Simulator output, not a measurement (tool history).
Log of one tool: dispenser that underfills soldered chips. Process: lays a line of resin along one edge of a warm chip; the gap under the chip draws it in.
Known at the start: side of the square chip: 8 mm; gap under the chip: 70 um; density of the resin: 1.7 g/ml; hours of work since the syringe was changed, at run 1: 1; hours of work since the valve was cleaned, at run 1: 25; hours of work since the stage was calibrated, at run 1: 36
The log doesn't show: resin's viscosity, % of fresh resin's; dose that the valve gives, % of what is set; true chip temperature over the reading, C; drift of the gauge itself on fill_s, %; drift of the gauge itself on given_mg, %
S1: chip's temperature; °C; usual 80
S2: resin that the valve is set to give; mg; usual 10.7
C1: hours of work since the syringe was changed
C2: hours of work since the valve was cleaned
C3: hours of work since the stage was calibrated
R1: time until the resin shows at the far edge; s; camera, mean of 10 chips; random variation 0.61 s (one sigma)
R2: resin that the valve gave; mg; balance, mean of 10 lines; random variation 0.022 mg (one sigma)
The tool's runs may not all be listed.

run  hour  S1    S2  C1  C2  C3    R1     R2
  1   0.0  80  10.7   1  25  36  57.4  10.61
  2   4.0  80  10.7   4  28  39  62.7  10.54
  3   8.3  80  10.7   7  31  42  72.0  10.55
     10.6  -- new syringe of resin
  4  11.2  80  10.7   0  33  44  55.3  10.50
  5  14.2  80  10.7   3  35  46  61.2  10.50
  6  17.4  78  10.7   5  38  48  73.1  10.51
  7  20.4  84  10.7   7  40  50  61.9  10.46
     22.3  -- new syringe of resin
  8  24.4  84  10.7   2  43  53  49.8  10.48
  9  27.6  80  10.7   4  45  55  65.5  10.48
 10  30.7  80  10.6   6  47  58  71.5  10.39
 11  33.0  80  10.6   8  49  59  74.5  10.38
     34.0  -- new syringe of resin
 12  35.4  80  10.6   1  50  61  56.3  10.35
 13  37.8  80  10.6   3  52  63  60.5  10.37
 14  41.1  80  13.4   5  54  65  66.0  13.09
     44.0  -- dispensing valve cleaned and set on the balance
 15  45.2  80   9.8   7   1  67  75.7   9.79
     46.9  -- new syringe of resin
 16  49.0  80   9.8   2   3  70  59.9   9.83
 17  51.1  80   9.8   3   5  71  65.4   9.76
 18  55.7  80   9.8   6   8  74  74.9   9.76

Run 19 comes next. What will it give?
     58.7  -- new syringe of resin
 19  60.2  80  9.8   1  11  78   ?   ?

{"run 19": {"R1": 58.3, "R2": 9.76}}
Without the tool's hidden state the same run would have given R1 54.7 s, R2 9.81 mg.
